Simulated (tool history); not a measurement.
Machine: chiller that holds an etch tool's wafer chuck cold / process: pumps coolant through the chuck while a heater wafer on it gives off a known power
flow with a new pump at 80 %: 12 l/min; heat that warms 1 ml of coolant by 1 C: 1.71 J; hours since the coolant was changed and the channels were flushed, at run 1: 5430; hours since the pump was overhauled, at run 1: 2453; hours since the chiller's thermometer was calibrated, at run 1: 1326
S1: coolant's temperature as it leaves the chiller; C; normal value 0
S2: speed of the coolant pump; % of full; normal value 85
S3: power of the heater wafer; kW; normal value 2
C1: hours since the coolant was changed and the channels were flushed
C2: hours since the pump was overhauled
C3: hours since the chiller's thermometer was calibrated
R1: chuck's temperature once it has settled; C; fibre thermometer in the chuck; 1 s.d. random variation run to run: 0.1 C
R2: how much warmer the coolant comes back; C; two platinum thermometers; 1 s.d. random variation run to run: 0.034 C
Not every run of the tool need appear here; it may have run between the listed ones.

{"run": 1, "hour": 0.0, "S1": 0, "S2": 85, "S3": 2, "C1": 5430, "C2": 2453, "C3": 1326, "R1": 13.4, "R2": 5.74}
{"run": 2, "hour": 187.6, "S1": 0, "S2": 85, "S3": 2, "C1": 5618, "C2": 2640, "C3": 1513, "R1": 13.6, "R2": 5.71}
{"run": 3, "hour": 370.4, "S1": 0, "S2": 85, "S3": 2, "C1": 5801, "C2": 2823, "C3": 1696, "R1": 13.7, "R2": 5.68}
{"run": 4, "hour": 570.0, "S1": 0, "S2": 85, "S3": 2, "C1": 6000, "C2": 3023, "C3": 1896, "R1": 13.8, "R2": 5.76}
{"run": 5, "hour": 751.2, "S1": 0, "S2": 85, "S3": 1.306, "C1": 6182, "C2": 3204, "C3": 2077, "R1": 9.1, "R2": 3.7}
{"run": 6, "hour": 941.0, "S1": 0, "S2": 85, "S3": 2, "C1": 6371, "C2": 3394, "C3": 2267, "R1": 13.8, "R2": 5.78}
{"run": 7, "hour": 1069.1, "S1": 0, "S2": 85, "S3": 1.346, "C1": 6500, "C2": 3522, "C3": 2395, "R1": 9.5, "R2": 3.94}
{"run": 8, "hour": 1255.0, "S1": 0, "S2": 85, "S3": 1.346, "C1": 6685, "C2": 3708, "C3": 2581, "R1": 9.3, "R2": 3.91}
{"run": 9, "hour": 1389.3, "S1": 0, "S2": 85, "S3": 2, "C1": 6820, "C2": 3842, "C3": 2715, "R1": 13.9, "R2": 5.78}
{"run": 10, "hour": 1520.1, "S1": 0, "S2": 85, "S3": 2, "C1": 6951, "C2": 3973, "C3": 2846, "R1": 14.1, "R2": 5.83}
{"run": 11, "hour": 1706.3, "S1": 0, "S2": 85, "S3": 2, "C1": 7137, "C2": 4159, "C3": 3032, "R1": 13.9, "R2": 5.83}
{"run": 12, "hour": 1888.4, "S1": 0, "S2": 70, "S3": 2, "C1": 7319, "C2": 4341, "C3": 3214, "R1": 17.1, "R2": 7.32}
{"run": 13, "hour": 1994.3, "S1": 0, "S2": 70, "S3": 2, "C1": 7425, "C2": 4447, "C3": 3320, "R1": 17, "R2": 7.28}
{"run": 14, "hour": 2154.2, "S1": 0, "S2": 70, "S3": 2, "C1": 7585, "C2": 4607, "C3": 3480, "R1": 16.9, "R2": 7.34}
{"run": 15, "hour": 2317.7, "S1": 7, "S2": 96, "S3": 2.315, "C1": 7748, "C2": 4770, "C3": 3644, "R1": 21.5, "R2": 5.9}
{"run": 16, "hour": 2447.1, "S1": -9, "S2": 96, "S3": 2.588, "C1": 7877, "C2": 4900, "C3": 3773, "R1": 7.5, "R2": 6.64}
{"run": 17, "hour": 2582.0, "S1": -1, "S2": 79, "S3": 1.1, "C1": 8012, "C2": 5035, "C3": 3908, "R1": 7.5, "R2": 3.55}
{"hour": 2657.9, "done": "coolant changed, channels flushed"}
{"run": 18, "hour": 2675.4, "S1": 0, "S2": 93, "S3": 1.088, "C1": 17, "C2": 5122, "C3": 3995, "R1": 6.7, "R2": 2.92}
{"run": 19, "hour": 2835.6, "S1": 9, "S2": 70, "S3": 1.47, "C1": 178, "C2": 5282, "C3": 4155, "R1": 20.8, "R2": 5.43}
{"run": 20, "hour": 2992.5, "S1": 9, "S2": 70, "S3": 1.47, "C1": 335, "C2": 5439, "C3": 4312, "R1": 20.9, "R2": 5.48}
{"run": 21, "hour": 3170.9, "S1": -3, "S2": 81, "S3": 2.699, "C1": 513, "C2": 5618, "C3": 4491, "R1": 15.9, "R2": 8.54}
{"run": 22, "hour": 3312.1, "S1": -3, "S2": 81, "S3": 2.699, "C1": 654, "C2": 5759, "C3": 4632, "R1": 16.1, "R2": 8.47}
{"run": 23, "hour": 3495.1, "S1": -2, "S2": 76, "S3": 1.91, "C1": 837, "C2": 5942, "C3": 4815, "R1": 12.3, "R2": 6.57}
{"run": 24, "hour": 3668.8, "S1": -2, "S2": 76, "S3": 1.91, "C1": 1011, "C2": 6116, "C3": 4989, "R1": 12.5, "R2": 6.52}
{"run": 25, "hour": 3817.0, "S1": -2, "S2": 76, "S3": 1.91, "C1": 1159, "C2": 6264, "C3": 5137, "R1": 12.6, "R2": 6.56}
{"run": 26, "hour": 3978.0, "S1": 1, "S2": 66, "S3": 1.787, "C1": 1320, "C2": 6425, "C3": 5298, "R1": 16.5, "R2": 7.29}

Below are 5 alternative next runs, each starting from the tool's condition after run 26. Predict each:
{"run": "A", "hour": 4141.3, "S1": 4, "S2": 90, "S3": 1.787, "C1": 1483, "C2": 6588, "C3": 5461, "R1": "?", "R2": "?"}
{"run": "B", "hour": 4141.3, "S1": -4, "S2": 85, "S3": 1.126, "C1": 1483, "C2": 6588, "C3": 5461, "R1": "?", "R2": "?"}
{"run": "C", "hour": 4141.3, "S1": 1, "S2": 83, "S3": 1.787, "C1": 1483, "C2": 6588, "C3": 5461, "R1": "?", "R2": "?"}
{"run": "D", "hour": 4141.3, "S1": 0, "S2": 85, "S3": 1.51, "C1": 1483, "C2": 6588, "C3": 5461, "R1": "?", "R2": "?"}
{"run": "E", "hour": 4141.3, "S1": -7, "S2": 85, "S3": 2.17, "C1": 1483, "C2": 6588, "C3": 5461, "R1": "?", "R2": "?"}

run=A R1=15.8 R2=5.08
run=B R1=3.9 R2=3.46
run=C R1=13.8 R2=5.6
run=D R1=10.5 R2=4.58
run=E R1=8 R2=6.61
Without the tool's unlogged condition, the same runs would have read:
run=A R1=14.5 R2=4.57
run=B R1=3 R2=3.12
run=C R1=12.3 R2=5.04
run=D R1=9.3 R2=4.13
run=E R1=6.3 R2=5.96
